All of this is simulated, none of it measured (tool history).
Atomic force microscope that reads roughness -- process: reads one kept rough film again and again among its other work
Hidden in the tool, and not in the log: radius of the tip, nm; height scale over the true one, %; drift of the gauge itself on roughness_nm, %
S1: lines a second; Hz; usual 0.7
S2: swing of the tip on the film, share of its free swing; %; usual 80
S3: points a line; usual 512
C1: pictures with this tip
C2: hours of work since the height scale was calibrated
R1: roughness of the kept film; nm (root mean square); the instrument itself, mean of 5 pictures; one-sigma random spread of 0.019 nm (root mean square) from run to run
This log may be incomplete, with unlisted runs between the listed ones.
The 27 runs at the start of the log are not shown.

run,hour,S1,S2,S3,C1,C2,R1
28,397,0.7,60,889,175,67,4.017
29,408,1.092,60,889,193,73,3.941
30,425,0.7,86,512,221,82,3.652
31,435.9,1.613,80,432,239,88,3.418
# hour 446.7: new tip fitted
32,452.1,1.343,80,311,9,97,4.417
33,462.6,2.867,62,679,27,102,4.453
34,471.3,2.867,62,679,41,107,4.386
35,485,0.7,55,512,64,115,4.563
36,493.8,0.7,80,449,78,119,4.309
37,502.7,0.7,80,449,93,124,4.241

Consider 5 possible next runs. They are alternatives, not a sequence: every one starts from the tool as it was left by run 37. What does each give?
A,516.1,2.293,61,512,115,132,?
B,516.1,0.7,63,449,115,132,?
C,516.1,0.7,80,1020,115,132,?
D,516.1,1.944,80,904,115,132,?
E,516.1,0.923,80,512,115,132,?

run,R1
A,4.117
B,4.284
C,4.14
D,3.813
E,4.079
Without the tool's hidden state the same runs would have given:
run,R1
A,4.719
B,4.911
C,4.746
D,4.372
E,4.676
